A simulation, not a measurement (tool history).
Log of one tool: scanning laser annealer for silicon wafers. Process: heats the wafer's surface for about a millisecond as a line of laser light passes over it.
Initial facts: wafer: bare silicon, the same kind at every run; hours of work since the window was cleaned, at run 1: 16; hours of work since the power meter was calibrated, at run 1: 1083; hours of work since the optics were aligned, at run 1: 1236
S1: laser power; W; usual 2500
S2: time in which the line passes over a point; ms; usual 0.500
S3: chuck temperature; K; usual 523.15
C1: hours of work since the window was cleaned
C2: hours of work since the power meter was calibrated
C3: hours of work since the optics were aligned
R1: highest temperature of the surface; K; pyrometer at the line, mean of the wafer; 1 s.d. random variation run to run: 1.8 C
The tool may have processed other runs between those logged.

Run 1, hour 0.0: usual settings; C1 16; C2 1083; C3 1236. Result: R1 1321.15 K.
Run 2, hour 23.9: usual settings but S3 491.15 K; C1 35; C2 1102; C3 1254. Result: R1 1286.15 K.
Run 3, hour 46.3: usual settings but S3 491.15 K; C1 52; C2 1119; C3 1271. Result: R1 1288.15 K.
Run 4, hour 73.7: usual settings but S3 491.15 K; C1 73; C2 1140; C3 1292. Result: R1 1288.15 K.
Run 5, hour 100.8: usual settings; C1 93; C2 1160; C3 1313. Result: R1 1321.15 K.
Run 6, hour 132.8: usual settings but S2 0.386 ms; C1 118; C2 1185; C3 1338. Result: R1 1226.15 K.
Run 7, hour 161.0: usual settings but S2 0.386 ms; C1 139; C2 1206; C3 1359. Result: R1 1225.15 K.
Run 8, hour 179.8: usual settings; C1 154; C2 1221; C3 1373. Result: R1 1317.15 K.
Run 9, hour 209.7: usual settings; C1 177; C2 1244; C3 1396. Result: R1 1321.15 K.
Run 10, hour 237.6: usual settings but S1 2656 W, S3 530.15 K; C1 198; C2 1265; C3 1418. Result: R1 1377.15 K.
Run 11, hour 271.1: usual settings but S1 2402 W, S2 0.361 ms, S3 496.15 K; C1 223; C2 1291; C3 1443. Result: R1 1145.15 K.
Run 12, hour 307.0: usual settings but S1 2126 W, S2 0.582 ms, S3 542.15 K; C1 251; C2 1318; C3 1471. Result: R1 1271.15 K.

Run 13 is up next; what results do you expect?
Run 13, hour 326.0: usual settings but S1 2639 W, S2 0.413 ms, S3 556.15 K; C1 265; C2 1333; C3 1485. Result: R1 ?.

R1: 1320.15 K
With the hidden condition absent and the run-to-run variation left alone, this run would have shown R1 1321.15 K.
